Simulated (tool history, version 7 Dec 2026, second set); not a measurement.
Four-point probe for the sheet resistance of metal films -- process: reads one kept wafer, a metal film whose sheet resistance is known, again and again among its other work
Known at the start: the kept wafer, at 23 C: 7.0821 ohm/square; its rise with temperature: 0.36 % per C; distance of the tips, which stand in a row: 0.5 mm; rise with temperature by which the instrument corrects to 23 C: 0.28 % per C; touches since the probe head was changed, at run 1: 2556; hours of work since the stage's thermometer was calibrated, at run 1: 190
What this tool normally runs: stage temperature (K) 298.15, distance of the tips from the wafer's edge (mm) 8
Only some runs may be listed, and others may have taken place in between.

run     day  stage temperature (K)  distance of the tips from the wafer's edge (mm)  touches since the probe head was changed  hours of work since the stage's thermometer was calibrated  sheet resistance as the instrument gives it (ohm/square)
  1   0.000                 298.15                                                8                                      2556                                                         190                                                  7.081109
  2   0.862                 298.15                                                8                                      3097                                                         199                                                  7.080584
  3   1.950                 298.15                                                8                                      3784                                                         211                                                  7.082128
  4   3.112                 298.15                                                4                                      4516                                                         223                                                  7.125573
  5   4.558                 298.15                                                4                                      5424                                                         238                                                  7.126608
  6   6.196                 298.15                                                3                                      6455                                                         256                                                  7.171100
  7   7.046                 298.15                                                3                                      6992                                                         265                                                  7.173503
  8   8.988                 298.15                                                3                                      8212                                                         285                                                  7.173782
  9   9.996                 298.15                                                8                                      8849                                                         296                                                  7.082505
 10  11.492                 298.15                                                8                                      9789                                                         312                                                  7.085738
 11  12.808                 298.15                                                8                                     10617                                                         326                                                  7.082489
 12  14.825                 298.15                                                8                                     11887                                                         347                                                  7.086439
 13  16.250                 298.15                                                8                                     12784                                                         362                                                  7.087792
 14  17.675                 298.15                                                8                                     13681                                                         377                                                  7.086049
 15  18.883                 298.15                                                8                                     14442                                                         390                                                  7.088074
 16  20.750                 298.15                                                8                                     15618                                                         410                                                  7.088073
 17  22.158                 298.15                                                8                                     16502                                                         425                                                  7.086297
 18  23.662                 298.15                                                8                                     17450                                                         441                                                  7.090460
 19  25.221                 298.15                                                8                                     18430                                                         457                                                  7.091158
 20  26.854                 298.15                                                8                                     19458                                                         475                                                  7.089630
 21  28.658                 298.15                                                8                                     20593                                                         494                                                  7.090743
 22  30.471                 298.15                                                8                                     21735                                                         513                                                  7.091449
 23  32.450                 302.15                                                5                                     22981                                                         534                                                  7.137740
 24  33.525                 302.15                                                5                                     23657                                                         546                                                  7.137799
 25  35.142                 293.15                                                4                                     24675                                                         563                                                  7.109443
 26  36.792                 301.15                                                4                                     25712                                                         580                                                  7.153009
 27  38.392                 301.15                                                4                                     26722                                                         597                                                  7.153293
 28  39.317                 301.15                                                4                                     27303                                                         607                                                  7.157279
 29  40.850                 306.15                                               12                                     28269                                                         623                                                  7.127293
 30  42.875                 294.15                                               55                                     29542                                                         645                                                  7.059209
 31  43.958                 294.15                                               55                                     30225                                                         656                                                  7.057085
 32  45.971                 307.15                                                5                                     31493                                                         678                                                  7.169505
 33  47.704                 302.15                                               71                                     32583                                                         696                                                  7.105223
 34  49.288                 295.15                                               39                                     33578                                                         713                                                  7.064650
 35  50.442                 301.15                                               10                                     34307                                                         725                                                  7.108495
 36  51.646                 293.15                                                4                                     35063                                                         738                                                  7.116165
 37  53.000                 293.15                                               10                                     35915                                                         752                                                  7.067140
 38  54.546                 293.15                                               10                                     36890                                                         768                                                  7.064126
 39  55.438                 294.15                                                8                                     37451                                                         778                                                  7.076505
 40  57.088                 294.15                                               17                                     38489                                                         795                                                  7.069358
 41  58.350                 307.15                                               25                                     39282                                                         809                                                  7.134700
 42  59.950                 304.15                                               32                                     40290                                                         826                                                  7.121220
 43  61.300                 304.15                                               32                                     41141                                                         840                                                  7.118432

Alternative continuations, all from the tool just after run 43; predict every row:
  A  62.888                 293.15                                                8                                     42139                                                         857                                                         ?
  B  62.888                 306.15                                               32                                     42139                                                         857                                                         ?
  C  62.888                 304.15                                               25                                     42139                                                         857                                                         ?
  D  62.888                 305.15                                               32                                     42139                                                         857                                                         ?

run  sheet resistance as the instrument gives it (ohm/square)
  A                                                  7.072851
  B                                                  7.131506
  C                                                  7.122094
  D                                                  7.126785
With no hidden state in the tool, these same runs would have given:
run  sheet resistance as the instrument gives it (ohm/square)
  A                                                  7.078373
  B                                                  7.137597
  C                                                  7.128100
  D                                                  7.132834
